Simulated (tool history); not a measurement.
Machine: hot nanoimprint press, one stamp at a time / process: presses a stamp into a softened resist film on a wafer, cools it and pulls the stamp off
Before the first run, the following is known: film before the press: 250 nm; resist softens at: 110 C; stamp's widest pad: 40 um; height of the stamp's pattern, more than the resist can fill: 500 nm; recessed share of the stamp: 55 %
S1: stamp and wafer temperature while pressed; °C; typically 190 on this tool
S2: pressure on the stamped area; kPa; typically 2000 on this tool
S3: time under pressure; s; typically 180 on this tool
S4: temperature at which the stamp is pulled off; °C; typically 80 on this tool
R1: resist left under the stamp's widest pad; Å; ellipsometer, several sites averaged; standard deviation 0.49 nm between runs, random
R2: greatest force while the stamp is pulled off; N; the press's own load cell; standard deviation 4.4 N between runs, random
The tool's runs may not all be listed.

run 1 hour=0 | S1=190 S2=2000 S3=180 S4=80 | R1=1048 R2=226
run 2 hour=33 | S1=190 S2=2000 S3=180 S4=80 | R1=1055 R2=232
run 3 hour=64.3 | S1=190 S2=2000 S3=180 S4=80 | R1=1062 R2=230
run 4 hour=117.3 | S1=190 S2=2000 S3=180 S4=80 | R1=1080 R2=243
run 5 hour=156.2 | S1=190 S2=2000 S3=180 S4=80 | R1=1074 R2=240
run 6 hour=178.3 | S1=190 S2=2000 S3=180 S4=80 | R1=1081 R2=247
run 7 hour=229.5 | S1=190 S2=2000 S3=180 S4=80 | R1=1092 R2=245
run 8 hour=270.7 | S1=189 S2=2000 S3=180 S4=80 | R1=1131 R2=260
run 9 hour=322.1 | S1=189 S2=2000 S3=180 S4=80 | R1=1147 R2=281
-- hour=351 plate thermocouple calibrated
run 10 hour=370.9 | S1=189 S2=1940 S3=180 S4=80 | R1=1120 R2=271
-- hour=389.8 stamp cleaned and given a new release coat
run 11 hour=400.4 | S1=189 S2=1940 S3=180 S4=80 | R1=1118 R2=223
run 12 hour=449.2 | S1=187 S2=2630 S3=343 S4=85 | R1=821 R2=218
run 13 hour=478.6 | S1=187 S2=2630 S3=343 S4=85 | R1=819 R2=222
run 14 hour=525.6 | S1=187 S2=2630 S3=343 S4=85 | R1=832 R2=225
run 15 hour=578.8 | S1=187 S2=2630 S3=343 S4=85 | R1=834 R2=237
run 16 hour=605.5 | S1=187 S2=2630 S3=343 S4=85 | R1=835 R2=235
run 17 hour=657.7 | S1=187 S2=2630 S3=343 S4=85 | R1=842 R2=243

Run 18, settings as shown, results not yet in. Your forecast:
-- hour=706.3 plate thermocouple calibrated
run 18 hour=711.7 | S1=187 S2=2630 S3=343 S4=85 | R1=? R2=?

Run 18 gave R1 803 Å, R2 249 N.
Without the tool's hidden state the same run would have given R1 800 Å, R2 215 N.
